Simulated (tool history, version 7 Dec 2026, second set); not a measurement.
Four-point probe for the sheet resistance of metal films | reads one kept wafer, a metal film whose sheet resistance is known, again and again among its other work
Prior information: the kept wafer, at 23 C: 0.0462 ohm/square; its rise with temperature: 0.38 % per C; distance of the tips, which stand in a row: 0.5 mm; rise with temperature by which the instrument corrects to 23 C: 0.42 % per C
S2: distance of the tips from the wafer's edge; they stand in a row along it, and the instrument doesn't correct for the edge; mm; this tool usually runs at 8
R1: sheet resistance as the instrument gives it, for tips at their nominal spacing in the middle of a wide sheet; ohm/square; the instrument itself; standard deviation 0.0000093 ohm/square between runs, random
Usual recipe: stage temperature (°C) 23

Run 1, hour 0: usual settings. Result: R1 0.046534 ohm/square.
Run 2, hour 56.6: usual settings. Result: R1 0.046545 ohm/square.
Run 3, hour 104.1: usual settings. Result: R1 0.046529 ohm/square.
Run 4, hour 153.8: usual settings. Result: R1 0.046565 ohm/square.
Run 5, hour 213.7: usual settings. Result: R1 0.046559 ohm/square.
Run 6, hour 247.6: usual settings. Result: R1 0.046563 ohm/square.
Run 7, hour 287: usual settings. Result: R1 0.046567 ohm/square.
Run 8, hour 344: usual settings. Result: R1 0.046571 ohm/square.
Run 9, hour 399.2: usual settings. Result: R1 0.046588 ohm/square.
Run 10, hour 435.1: usual settings. Result: R1 0.046592 ohm/square.
Run 11, hour 470.1: usual settings but S2 10 mm. Result: R1 0.046558 ohm/square.
Run 12, hour 499.8: usual settings. Result: R1 0.046587 ohm/square.
Run 13, hour 562: usual settings. Result: R1 0.046603 ohm/square.
Run 14, hour 625.8: usual settings. Result: R1 0.046613 ohm/square.
Run 15, hour 679.3: usual settings. Result: R1 0.046627 ohm/square.
Run 16, hour 720: usual settings. Result: R1 0.046614 ohm/square.
Run 17, hour 747.9: usual settings. Result: R1 0.046643 ohm/square.
Run 18, hour 789.6: usual settings. Result: R1 0.046637 ohm/square.
Run 19, hour 851.9: usual settings. Result: R1 0.046595 ohm/square.
Run 20, hour 919.1: usual settings. Result: R1 0.046606 ohm/square.
Run 21, hour 961.8: usual settings. Result: R1 0.046601 ohm/square.
Run 22, hour 989.3: usual settings. Result: R1 0.046616 ohm/square.
Run 23, hour 1031.1: usual settings. Result: R1 0.046614 ohm/square.
Run 24, hour 1097.7: usual settings but S2 46 mm. Result: R1 0.046526 ohm/square.
Run 25, hour 1137.1: usual settings but stage temperature (°C) 27, S2 48 mm. Result: R1 0.04645 ohm/square.
Run 26, hour 1177.2: usual settings but stage temperature (°C) 28, S2 7 mm. Result: R1 0.04656 ohm/square.
Run 27, hour 1233.4: usual settings but stage temperature (°C) 28, S2 7 mm. Result: R1 0.046556 ohm/square.
Run 28, hour 1275.6: usual settings but stage temperature (°C) 31. Result: R1 0.046486 ohm/square.
Run 29, hour 1327.2: usual settings but S2 19 mm. Result: R1 0.046567 ohm/square.
Run 30, hour 1357.3: usual settings but stage temperature (°C) 24, S2 35 mm. Result: R1 0.046553 ohm/square.
Run 31, hour 1390.4: usual settings but stage temperature (°C) 22, S2 51 mm. Result: R1 0.046584 ohm/square.
Run 32, hour 1457.3: usual settings but stage temperature (°C) 22, S2 51 mm. Result: R1 0.046588 ohm/square.
Run 33, hour 1501.5: usual settings but stage temperature (°C) 22, S2 51 mm. Result: R1 0.046603 ohm/square.
Run 34, hour 1547: usual settings but stage temperature (°C) 22, S2 51 mm. Result: R1 0.046613 ohm/square.
Run 35, hour 1591.2: usual settings but stage temperature (°C) 22, S2 25 mm. Result: R1 0.046631 ohm/square.
Run 36, hour 1629.2: usual settings but stage temperature (°C) 31, S2 15 mm. Result: R1 0.046475 ohm/square.
Run 37, hour 1673.2: usual settings but stage temperature (°C) 29, S2 11 mm. Result: R1 0.046526 ohm/square.
Run 38, hour 1700.4: usual settings but stage temperature (°C) 29, S2 11 mm. Result: R1 0.046518 ohm/square.
Run 39, hour 1765.9: usual settings but stage temperature (°C) 29, S2 11 mm. Result: R1 0.046521 ohm/square.
Run 40, hour 1826.9: usual settings but stage temperature (°C) 27, S2 46 mm. Result: R1 0.046514 ohm/square.
Run 41, hour 1891.6: usual settings but S2 72 mm. Result: R1 0.046631 ohm/square.
Run 42, hour 1922.6: usual settings but stage temperature (°C) 22, S2 6 mm. Result: R1 0.046805 ohm/square.

Withheld: 2 entries from between the runs. Position of each, and hidden state at the listed run before versus the listed run after:
Logged between run 13 and run 14: stage's thermometer calibrated (hour 568.2)
  inner tips' distance over the nominal, %: 0.546 -> 0.558; tips' flats over new ones', %: 50 -> 51; wafer's true temperature over the reading, C: 0.14 -> 0.21
  the result without the hidden state subtracted from the measured one, R1: +0.000299 -> +0.000317 ohm/square
Logged between run 18 and run 19: stage's thermometer calibrated, once more (hour 847.2)
  inner tips' distance over the nominal, %: 0.586 -> 0.598; tips' flats over new ones', %: 54 -> 55; wafer's true temperature over the reading, C: 0.23 -> 0
  the result without the hidden state subtracted from the measured one, R1: +0.000334 -> +0.0003 ohm/square
